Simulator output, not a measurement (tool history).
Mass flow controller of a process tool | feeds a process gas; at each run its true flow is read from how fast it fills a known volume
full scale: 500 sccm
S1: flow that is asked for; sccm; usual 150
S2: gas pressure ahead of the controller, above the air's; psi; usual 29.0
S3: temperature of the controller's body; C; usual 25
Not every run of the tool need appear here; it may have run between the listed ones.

{"run": 1, "hour": 0.0, "S1": 150, "S2": 29.0, "S3": 25, "true flow (%)": 97.07}
{"run": 2, "hour": 57.5, "S1": 150, "S2": 29.0, "S3": 25, "true flow (%)": 96.95}
{"run": 3, "hour": 93.2, "S1": 150, "S2": 29.0, "S3": 25, "true flow (%)": 96.89}
{"run": 4, "hour": 130.0, "S1": 150, "S2": 29.2, "S3": 25, "true flow (%)": 97.0}
{"run": 5, "hour": 183.3, "S1": 150, "S2": 29.2, "S3": 25, "true flow (%)": 97.04}
{"run": 6, "hour": 245.2, "S1": 150, "S2": 29.2, "S3": 25, "true flow (%)": 96.88}
{"run": 7, "hour": 292.3, "S1": 150, "S2": 29.2, "S3": 25, "true flow (%)": 96.89}
{"run": 8, "hour": 343.5, "S1": 150, "S2": 35.8, "S3": 25, "true flow (%)": 97.09}
{"run": 9, "hour": 377.9, "S1": 150, "S2": 30.0, "S3": 25, "true flow (%)": 96.86}
{"run": 10, "hour": 450.0, "S1": 150, "S2": 30.0, "S3": 25, "true flow (%)": 96.95}
{"run": 11, "hour": 495.9, "S1": 150, "S2": 30.0, "S3": 25, "true flow (%)": 96.86}
{"run": 12, "hour": 526.4, "S1": 150, "S2": 30.0, "S3": 25, "true flow (%)": 96.8}
{"run": 13, "hour": 560.6, "S1": 150, "S2": 30.0, "S3": 25, "true flow (%)": 96.88}
{"run": 14, "hour": 627.0, "S1": 150, "S2": 30.0, "S3": 25, "true flow (%)": 96.82}
{"run": 15, "hour": 682.1, "S1": 150, "S2": 29.0, "S3": 25, "true flow (%)": 96.99}
{"run": 16, "hour": 732.6, "S1": 150, "S2": 29.0, "S3": 25, "true flow (%)": 96.9}
{"run": 17, "hour": 781.5, "S1": 150, "S2": 34.2, "S3": 25, "true flow (%)": 97.01}
{"run": 18, "hour": 845.1, "S1": 150, "S2": 29.0, "S3": 25, "true flow (%)": 96.68}
{"run": 19, "hour": 881.7, "S1": 150, "S2": 29.0, "S3": 25, "true flow (%)": 96.65}
{"run": 20, "hour": 939.3, "S1": 150, "S2": 29.0, "S3": 25, "true flow (%)": 96.72}
{"hour": 945.7, "done": "controller's zero set anew"}
{"run": 21, "hour": 986.3, "S1": 150, "S2": 29.0, "S3": 25, "true flow (%)": 96.55}
{"run": 22, "hour": 1025.6, "S1": 150, "S2": 29.0, "S3": 25, "true flow (%)": 96.49}
{"run": 23, "hour": 1063.1, "S1": 150, "S2": 29.0, "S3": 25, "true flow (%)": 96.6}
{"hour": 1110.3, "done": "controller's zero set anew, once more"}
{"run": 24, "hour": 1114.9, "S1": 115, "S2": 29.0, "S3": 25, "true flow (%)": 96.67}
{"run": 25, "hour": 1155.3, "S1": 115, "S2": 29.0, "S3": 31, "true flow (%)": 96.21}
{"run": 26, "hour": 1201.6, "S1": 451, "S2": 28.7, "S3": 33, "true flow (%)": 98.24}
{"run": 27, "hour": 1270.8, "S1": 150, "S2": 29.0, "S3": 36, "true flow (%)": 95.95}
{"run": 28, "hour": 1321.6, "S1": 150, "S2": 23.6, "S3": 22, "true flow (%)": 96.84}
{"run": 29, "hour": 1395.3, "S1": 303, "S2": 29.0, "S3": 25, "true flow (%)": 97.89}
{"run": 30, "hour": 1439.9, "S1": 303, "S2": 29.0, "S3": 25, "true flow (%)": 98.01}
{"run": 31, "hour": 1485.0, "S1": 303, "S2": 29.0, "S3": 25, "true flow (%)": 98.01}
{"run": 32, "hour": 1555.2, "S1": 358, "S2": 23.2, "S3": 36, "true flow (%)": 96.99}
{"run": 33, "hour": 1600.3, "S1": 266, "S2": 20.9, "S3": 27, "true flow (%)": 97.05}
{"run": 34, "hour": 1675.3, "S1": 284, "S2": 29.0, "S3": 25, "true flow (%)": 97.73}
{"run": 35, "hour": 1733.7, "S1": 284, "S2": 39.7, "S3": 34, "true flow (%)": 97.34}
{"run": 36, "hour": 1779.0, "S1": 55, "S2": 29.0, "S3": 39, "true flow (%)": 94.5}
{"run": 37, "hour": 1824.9, "S1": 55, "S2": 29.0, "S3": 39, "true flow (%)": 94.69}
{"run": 38, "hour": 1879.1, "S1": 55, "S2": 29.0, "S3": 39, "true flow (%)": 94.53}
{"run": 39, "hour": 1951.5, "S1": 62, "S2": 21.2, "S3": 37, "true flow (%)": 94.53}
{"run": 40, "hour": 1995.7, "S1": 252, "S2": 26.4, "S3": 37, "true flow (%)": 96.33}
{"run": 41, "hour": 2027.9, "S1": 252, "S2": 26.4, "S3": 37, "true flow (%)": 96.38}
{"run": 42, "hour": 2084.1, "S1": 290, "S2": 24.1, "S3": 37, "true flow (%)": 96.35}
{"run": 43, "hour": 2157.9, "S1": 290, "S2": 34.1, "S3": 30, "true flow (%)": 97.48}
{"run": 44, "hour": 2200.3, "S1": 156, "S2": 40.0, "S3": 38, "true flow (%)": 95.84}
{"run": 45, "hour": 2246.2, "S1": 99, "S2": 24.5, "S3": 36, "true flow (%)": 95.0}
{"run": 46, "hour": 2294.5, "S1": 208, "S2": 29.0, "S3": 25, "true flow (%)": 96.93}
{"run": 47, "hour": 2340.5, "S1": 208, "S2": 29.0, "S3": 25, "true flow (%)": 97.1}

Predict each of these 5 candidate next runs independently; none follows another, all start after run 47:
{"run": "A", "hour": 2370.8, "S1": 70, "S2": 29.0, "S3": 22, "true flow (%)": "?"}
{"run": "B", "hour": 2370.8, "S1": 53, "S2": 29.0, "S3": 25, "true flow (%)": "?"}
{"run": "C", "hour": 2370.8, "S1": 288, "S2": 29.0, "S3": 31, "true flow (%)": "?"}
{"run": "D", "hour": 2370.8, "S1": 273, "S2": 35.0, "S3": 25, "true flow (%)": "?"}
{"run": "E", "hour": 2370.8, "S1": 65, "S2": 26.7, "S3": 24, "true flow (%)": "?"}

run=A true_flow_(%)=95.93
run=B true_flow_(%)=95.25
run=C true_flow_(%)=97.17
run=D true_flow_(%)=97.60
run=E true_flow_(%)=95.69
With no hidden state in the tool, these same runs would have given:
run=A true_flow_(%)=97.46
run=B true_flow_(%)=96.97
run=C true_flow_(%)=98.27
run=D true_flow_(%)=98.71
run=E true_flow_(%)=97.27
